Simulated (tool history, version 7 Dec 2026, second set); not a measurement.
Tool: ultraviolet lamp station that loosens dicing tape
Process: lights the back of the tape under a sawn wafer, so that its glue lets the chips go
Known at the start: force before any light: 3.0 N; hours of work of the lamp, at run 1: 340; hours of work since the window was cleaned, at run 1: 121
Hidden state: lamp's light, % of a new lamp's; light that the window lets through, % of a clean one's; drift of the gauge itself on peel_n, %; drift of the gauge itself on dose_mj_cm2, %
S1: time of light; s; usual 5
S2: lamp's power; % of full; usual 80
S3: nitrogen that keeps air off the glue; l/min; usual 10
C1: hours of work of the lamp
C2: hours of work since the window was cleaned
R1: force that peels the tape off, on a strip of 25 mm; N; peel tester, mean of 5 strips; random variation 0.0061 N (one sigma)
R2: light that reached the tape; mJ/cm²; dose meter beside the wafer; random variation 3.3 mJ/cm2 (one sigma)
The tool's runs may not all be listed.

run 1 hour=0.0 | S1=5 S2=80 S3=10 | C1=340 C2=121 | R1=0.181 R2=526
run 2 hour=14.1 | S1=5 S2=80 S3=10 | C1=349 C2=130 | R1=0.178 R2=531
run 3 hour=29.7 | S1=5 S2=80 S3=9 | C1=360 C2=141 | R1=0.188 R2=528
run 4 hour=38.1 | S1=5 S2=80 S3=10 | C1=365 C2=146 | R1=0.179 R2=528
run 5 hour=49.8 | S1=5 S2=80 S3=10 | C1=373 C2=154 | R1=0.179 R2=535
run 6 hour=64.8 | S1=5 S2=84 S3=10 | C1=383 C2=164 | R1=0.172 R2=554
run 7 hour=77.9 | S1=5 S2=84 S3=4 | C1=392 C2=173 | R1=0.234 R2=557
run 8 hour=96.4 | S1=5 S2=84 S3=4 | C1=405 C2=186 | R1=0.222 R2=554
run 9 hour=104.7 | S1=5 S2=80 S3=10 | C1=410 C2=191 | R1=0.164 R2=530
run 10 hour=123.5 | S1=5 S2=80 S3=10 | C1=423 C2=204 | R1=0.170 R2=524
run 11 hour=134.3 | S1=4 S2=61 S3=12 | C1=430 C2=211 | R1=0.315 R2=324
run 12 hour=149.9 | S1=5 S2=77 S3=10 | C1=441 C2=222 | R1=0.183 R2=506
run 13 hour=162.2 | S1=3 S2=77 S3=4 | C1=449 C2=230 | R1=0.555 R2=305
run 14 hour=171.7 | S1=3 S2=92 S3=4 | C1=456 C2=237 | R1=0.432 R2=363
run 15 hour=180.5 | S1=2 S2=74 S3=7 | C1=461 C2=242 | R1=0.809 R2=193
run 16 hour=188.6 | S1=5 S2=60 S3=4 | C1=467 C2=248 | R1=0.381 R2=396
run 17 hour=207.6 | S1=2 S2=60 S3=4 | C1=480 C2=261 | R1=1.236 R2=160

Forecast each of these 5 alternatives for the next run:
run A hour=223.5 | S1=2 S2=60 S3=8 | C1=491 C2=272 | R1=? R2=?
run B hour=223.5 | S1=4 S2=61 S3=10 | C1=491 C2=272 | R1=? R2=?
run C hour=223.5 | S1=3 S2=69 S3=10 | C1=491 C2=272 | R1=? R2=?
run D hour=223.5 | S1=6 S2=80 S3=10 | C1=491 C2=272 | R1=? R2=?
run E hour=223.5 | S1=5 S2=72 S3=12 | C1=491 C2=272 | R1=? R2=?

run=A R1=0.998 R2=158
run=B R1=0.336 R2=323
run=C R1=0.435 R2=271
run=D R1=0.156 R2=628
run=E R1=0.187 R2=478
Without the tool's hidden state the same runs would have given:
run=A R1=0.996 R2=159
run=B R1=0.335 R2=324
run=C R1=0.434 R2=272
run=D R1=0.156 R2=629
run=E R1=0.187 R2=479
